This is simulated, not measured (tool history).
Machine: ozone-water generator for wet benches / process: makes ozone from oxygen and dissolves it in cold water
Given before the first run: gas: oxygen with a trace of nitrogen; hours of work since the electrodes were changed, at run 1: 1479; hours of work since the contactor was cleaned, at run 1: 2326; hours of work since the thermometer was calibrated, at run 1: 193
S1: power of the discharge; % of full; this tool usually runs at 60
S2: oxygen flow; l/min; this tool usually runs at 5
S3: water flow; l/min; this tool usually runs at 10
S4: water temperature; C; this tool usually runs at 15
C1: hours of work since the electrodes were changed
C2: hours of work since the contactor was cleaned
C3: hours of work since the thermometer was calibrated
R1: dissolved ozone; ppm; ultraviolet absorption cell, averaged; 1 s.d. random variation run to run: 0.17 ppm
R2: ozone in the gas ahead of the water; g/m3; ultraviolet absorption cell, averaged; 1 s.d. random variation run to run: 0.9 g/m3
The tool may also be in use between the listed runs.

run,hour,S1,S2,S3,S4,C1,C2,C3,R1,R2
1,0,60,5,10,15,1479,2326,193,22.4,146.7
2,53.8,60,5,10,15,1531,2378,245,22.8,145
3,83.5,43,5,10,15,1560,2407,274,18.4,116.6
4,120,43,5,10,15,1595,2443,310,18.5,118.9
5,172.4,87,5,10,15,1646,2494,361,28.2,181.4
6,217.2,60,8.81,10,15,1690,2537,404,21,111.4
7,244.1,60,5,10,15,1716,2564,430,22.4,143.2
8,280.1,60,5,10,15,1751,2599,465,22.4,145.5
9,303.7,48,5,8,15,1774,2622,488,22.8,126.9
# hour 311.7: contactor cleaned
10,354,73,5,10,15,1819,41,533,25.1,163.4
11,387.2,89,6.36,10,15,1852,73,566,27.7,165
12,424.5,58,3.14,6,16,1888,110,602,30.7,176.5
13,475.9,58,3.14,11,16,1938,160,652,19.8,175.7
14,529.8,58,8.2,11,18,1991,212,705,18,112.2
15,558.5,78,7.14,13,21,2019,240,733,18.4,143.2

Each row is a separate what-if for the run after 15, all from the same tool condition, not one after another. Results?
A,591.5,60,5.82,12,9,2051,272,765,?,?
B,591.5,62,5,10,15,2051,272,765,?,?
C,591.5,78,7.26,14,13,2051,272,765,?,?
D,591.5,60,5.08,7,15,2051,272,765,?,?

run,R1,R2
A,21.3,134
B,22.7,145.7
C,20.6,142.2
D,27.6,144.2
With no hidden state in the tool, these same runs would have given:
run,R1,R2
A,23,139.2
B,24.4,151.4
C,22.4,148.7
D,29.6,149.7
